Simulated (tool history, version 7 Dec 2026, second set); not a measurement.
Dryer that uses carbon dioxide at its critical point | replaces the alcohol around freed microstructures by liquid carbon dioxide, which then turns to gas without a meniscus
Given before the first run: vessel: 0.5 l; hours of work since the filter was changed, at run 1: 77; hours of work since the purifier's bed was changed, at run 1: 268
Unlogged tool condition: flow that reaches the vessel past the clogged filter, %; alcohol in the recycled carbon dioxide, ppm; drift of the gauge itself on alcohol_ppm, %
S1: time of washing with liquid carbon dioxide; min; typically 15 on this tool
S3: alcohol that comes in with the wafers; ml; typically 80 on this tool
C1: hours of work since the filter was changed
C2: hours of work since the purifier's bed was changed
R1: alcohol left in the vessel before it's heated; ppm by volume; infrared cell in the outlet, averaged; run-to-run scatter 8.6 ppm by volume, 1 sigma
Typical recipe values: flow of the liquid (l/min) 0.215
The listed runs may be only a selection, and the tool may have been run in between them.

run 1 hour=0 | S1=15 flow_of_the_liquid_(l/min)=0.215 S3=80 | C1=77 C2=268 | R1=627
run 2 hour=12 | S1=15 flow_of_the_liquid_(l/min)=0.215 S3=80 | C1=85 C2=276 | R1=628
run 3 hour=21.9 | S1=15 flow_of_the_liquid_(l/min)=0.215 S3=84 | C1=91 C2=283 | R1=696
run 4 hour=31.6 | S1=15 flow_of_the_liquid_(l/min)=0.215 S3=84 | C1=98 C2=289 | R1=690
run 5 hour=39.3 | S1=15 flow_of_the_liquid_(l/min)=0.215 S3=33 | C1=103 C2=294 | R1=342
run 6 hour=51.5 | S1=15 flow_of_the_liquid_(l/min)=0.215 S3=21 | C1=110 C2=302 | R1=255
run 7 hour=60.6 | S1=11 flow_of_the_liquid_(l/min)=0.215 S3=80 | C1=116 C2=308 | R1=2726
run 8 hour=69.9 | S1=11 flow_of_the_liquid_(l/min)=0.215 S3=80 | C1=122 C2=314 | R1=2780
run 9 hour=75.1 | S1=15 flow_of_the_liquid_(l/min)=0.215 S3=54 | C1=126 C2=317 | R1=490
run 10 hour=84.1 | S1=15 flow_of_the_liquid_(l/min)=0.215 S3=80 | C1=131 C2=323 | R1=722
run 11 hour=91.9 | S1=15 flow_of_the_liquid_(l/min)=0.215 S3=80 | C1=136 C2=328 | R1=696
run 12 hour=103.6 | S1=13 flow_of_the_liquid_(l/min)=0.193 S3=29 | C1=144 C2=335 | R1=879
run 13 hour=109.8 | S1=10 flow_of_the_liquid_(l/min)=0.215 S3=115 | C1=148 C2=339 | R1=5928
run 14 hour=120.8 | S1=10 flow_of_the_liquid_(l/min)=0.215 S3=115 | C1=155 C2=346 | R1=5939
run 15 hour=128.1 | S1=11 flow_of_the_liquid_(l/min)=0.168 S3=30 | C1=160 C2=351 | R1=2694
run 16 hour=137.5 | S1=10 flow_of_the_liquid_(l/min)=0.151 S3=30 | C1=166 C2=357 | R1=4789
-- hour=148 inlet filter changed
run 17 hour=148 | S1=10 flow_of_the_liquid_(l/min)=0.151 S3=30 | C1=0 C2=363 | R1=4054
run 18 hour=154.5 | S1=10 flow_of_the_liquid_(l/min)=0.296 S3=30 | C1=4 C2=368 | R1=379
run 19 hour=162.6 | S1=21 flow_of_the_liquid_(l/min)=0.154 S3=68 | C1=9 C2=373 | R1=536
run 20 hour=171.3 | S1=21 flow_of_the_liquid_(l/min)=0.154 S3=68 | C1=15 C2=378 | R1=533
run 21 hour=182.3 | S1=21 flow_of_the_liquid_(l/min)=0.154 S3=68 | C1=22 C2=385 | R1=546

Here are 4 independent what-if runs from the current tool condition. What would each one return?
run A hour=187.7 | S1=15 flow_of_the_liquid_(l/min)=0.215 S3=86 | C1=26 C2=389 | R1=?
run B hour=187.7 | S1=21 flow_of_the_liquid_(l/min)=0.154 S3=49 | C1=26 C2=389 | R1=?
run C hour=187.7 | S1=9 flow_of_the_liquid_(l/min)=0.157 S3=80 | C1=26 C2=389 | R1=?
run D hour=187.7 | S1=21 flow_of_the_liquid_(l/min)=0.227 S3=68 | C1=26 C2=389 | R1=?

run=A R1=646
run=B R1=426
run=C R1=13261
run=D R1=146
With the hidden condition removed and each run's random variation left untouched, the same runs would have given:
run=A R1=498
run=B R1=292
run=C R1=12748
run=D R1=30
